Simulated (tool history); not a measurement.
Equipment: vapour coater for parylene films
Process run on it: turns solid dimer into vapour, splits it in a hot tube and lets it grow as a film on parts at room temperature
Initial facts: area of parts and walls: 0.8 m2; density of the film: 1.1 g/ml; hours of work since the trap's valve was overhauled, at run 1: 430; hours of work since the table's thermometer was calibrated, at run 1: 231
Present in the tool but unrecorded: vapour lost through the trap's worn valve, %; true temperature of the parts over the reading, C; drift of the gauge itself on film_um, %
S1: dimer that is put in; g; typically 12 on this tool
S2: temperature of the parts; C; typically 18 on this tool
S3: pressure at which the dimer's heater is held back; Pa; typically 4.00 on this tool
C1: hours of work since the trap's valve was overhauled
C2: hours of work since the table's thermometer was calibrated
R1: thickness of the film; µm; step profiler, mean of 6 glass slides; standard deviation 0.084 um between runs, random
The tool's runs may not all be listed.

Run 1, hour 0.0: usual settings; C1 430; C2 231. Result: R1 9.03 µm.
Run 2, hour 18.6: usual settings; C1 438; C2 239. Result: R1 9.14 µm.
Run 3, hour 32.4: usual settings; C1 444; C2 245. Result: R1 9.00 µm.
Run 4, hour 48.3: usual settings; C1 451; C2 252. Result: R1 8.88 µm.
Run 5, hour 64.4: usual settings; C1 458; C2 260. Result: R1 9.04 µm.
Run 6, hour 82.0: usual settings; C1 466; C2 267. Result: R1 9.06 µm.
Run 7, hour 92.6: usual settings; C1 471; C2 272. Result: R1 8.92 µm.
Run 8, hour 116.2: usual settings; C1 481; C2 283. Result: R1 8.94 µm.
Run 9, hour 127.7: usual settings; C1 486; C2 288. Result: R1 8.94 µm.
Run 10, hour 138.9: usual settings but S3 9.19 Pa; C1 491; C2 293. Result: R1 7.42 µm.
Run 11, hour 153.6: usual settings but S3 9.19 Pa; C1 498; C2 299. Result: R1 7.44 µm.
Run 12, hour 175.8: usual settings but S3 9.19 Pa; C1 508; C2 309. Result: R1 7.48 µm.
Run 13, hour 188.4: usual settings but S1 14 g; C1 514; C2 315. Result: R1 10.40 µm.
At hour 208.8: trap's valve overhauled.
Run 14, hour 210.7: usual settings but S2 13 C; C1 1; C2 323. Result: R1 10.06 µm.
Run 15, hour 229.1: usual settings but S2 13 C; C1 9; C2 331. Result: R1 10.07 µm.
Run 16, hour 247.2: usual settings but S3 9.02 Pa; C1 17; C2 339. Result: R1 7.12 µm.
At hour 262.4: trap's valve overhauled, once more.
Run 17, hour 271.8: usual settings but S2 22 C; C1 4; C2 348. Result: R1 8.80 µm.
Run 18, hour 285.0: usual settings but S2 22 C; C1 10; C2 354. Result: R1 8.79 µm.
Run 19, hour 302.7: usual settings but S2 11 C; C1 18; C2 362. Result: R1 13.11 µm.
Run 20, hour 313.1: usual settings but S2 11 C; C1 23; C2 367. Result: R1 12.92 µm.
Run 21, hour 326.7: usual settings but S2 11 C; C1 29; C2 373. Result: R1 12.92 µm.
Run 22, hour 345.0: usual settings but S1 6 g, S2 11 C; C1 37; C2 381. Result: R1 6.53 µm.
Run 23, hour 361.9: usual settings; C1 44; C2 389. Result: R1 10.09 µm.
Run 24, hour 375.1: usual settings; C1 50; C2 394. Result: R1 9.96 µm.
Run 25, hour 398.6: usual settings but S2 20 C; C1 61; C2 405. Result: R1 9.17 µm.
Run 26, hour 415.6: usual settings but S2 11 C, S3 9.88 Pa; C1 68; C2 413. Result: R1 10.47 µm.
Run 27, hour 437.7: usual settings but S1 7 g, S2 11 C, S3 5.52 Pa; C1 78; C2 422. Result: R1 6.96 µm.
Run 28, hour 448.0: usual settings but S2 23 C, S3 2.85 Pa; C1 83; C2 427. Result: R1 8.88 µm.
Run 29, hour 462.7: usual settings but S1 22 g, S2 23 C, S3 11.93 Pa; C1 89; C2 434. Result: R1 12.10 µm.
Run 30, hour 485.5: usual settings but S1 8 g, S2 23 C, S3 11.93 Pa; C1 99; C2 444. Result: R1 4.35 µm.
Run 31, hour 508.8: usual settings but S1 6 g, S2 21 C, S3 11.93 Pa; C1 110; C2 454. Result: R1 3.52 µm.
Run 32, hour 524.7: usual settings but S2 22 C, S3 3.39 Pa; C1 117; C2 461. Result: R1 8.79 µm.
Run 33, hour 539.0: usual settings but S1 11 g, S2 11 C, S3 8.47 Pa; C1 123; C2 468. Result: R1 9.66 µm.
Run 34, hour 557.3: usual settings but S1 11 g, S2 11 C, S3 8.47 Pa; C1 131; C2 476. Result: R1 9.76 µm.
Run 35, hour 574.6: usual settings but S1 11 g, S2 11 C, S3 8.47 Pa; C1 139; C2 483. Result: R1 9.77 µm.
Run 36, hour 595.6: usual settings but S1 9 g, S2 22 C; C1 149; C2 493. Result: R1 6.24 µm.
Run 37, hour 611.2: usual settings but S2 23 C, S3 9.49 Pa; C1 155; C2 500. Result: R1 6.81 µm.
Run 38, hour 629.9: usual settings but S2 23 C, S3 9.49 Pa; C1 164; C2 508. Result: R1 6.70 µm.
Run 39, hour 642.8: usual settings but S2 23 C, S3 9.49 Pa; C1 170; C2 514. Result: R1 6.71 µm.
Run 40, hour 661.2: usual settings but S1 8 g, S2 23 C, S3 8.89 Pa; C1 178; C2 522. Result: R1 4.46 µm.
Run 41, hour 681.8: usual settings but S1 8 g, S2 23 C, S3 8.89 Pa; C1 187; C2 531. Result: R1 4.60 µm.
Run 42, hour 700.3: usual settings but S2 26 C; C1 195; C2 539. Result: R1 7.24 µm.
Run 43, hour 714.4: usual settings but S1 17 g, S3 2.77 Pa; C1 201; C2 546. Result: R1 15.02 µm.
Run 44, hour 733.5: usual settings but S1 16 g, S2 10 C, S3 2.03 Pa; C1 210; C2 554. Result: R1 16.53 µm.
Run 45, hour 745.6: usual settings but S1 16 g, S2 12 C, S3 8.74 Pa; C1 215; C2 560. Result: R1 13.29 µm.
Run 46, hour 760.1: usual settings but S1 6 g, S3 6.81 Pa; C1 222; C2 566. Result: R1 4.29 µm.
Run 47, hour 778.9: usual settings but S2 12 C, S3 5.33 Pa; C1 230; C2 574. Result: R1 11.17 µm.
Run 48, hour 788.8: usual settings but S1 6 g, S3 7.44 Pa; C1 235; C2 579. Result: R1 4.23 µm.

Here are 3 independent what-if runs from the current tool condition. What would each one return?
Run A, hour 798.5: usual settings but S1 6 g, S3 5.91 Pa; C1 239; C2 583. Result: R1 ?.
Run B, hour 798.5: usual settings but S1 7 g, S2 29 C, S3 5.01 Pa; C1 239; C2 583. Result: R1 ?.
Run C, hour 798.5: usual settings but S2 22 C, S3 2.50 Pa; C1 239; C2 583. Result: R1 ?.

run    R1
  A  4.43
  B  3.61
  C  9.11
Stripped of hidden state, with their random variation kept, the same runs would have yielded:
run    R1
  A  4.72
  B  3.84
  C  9.70

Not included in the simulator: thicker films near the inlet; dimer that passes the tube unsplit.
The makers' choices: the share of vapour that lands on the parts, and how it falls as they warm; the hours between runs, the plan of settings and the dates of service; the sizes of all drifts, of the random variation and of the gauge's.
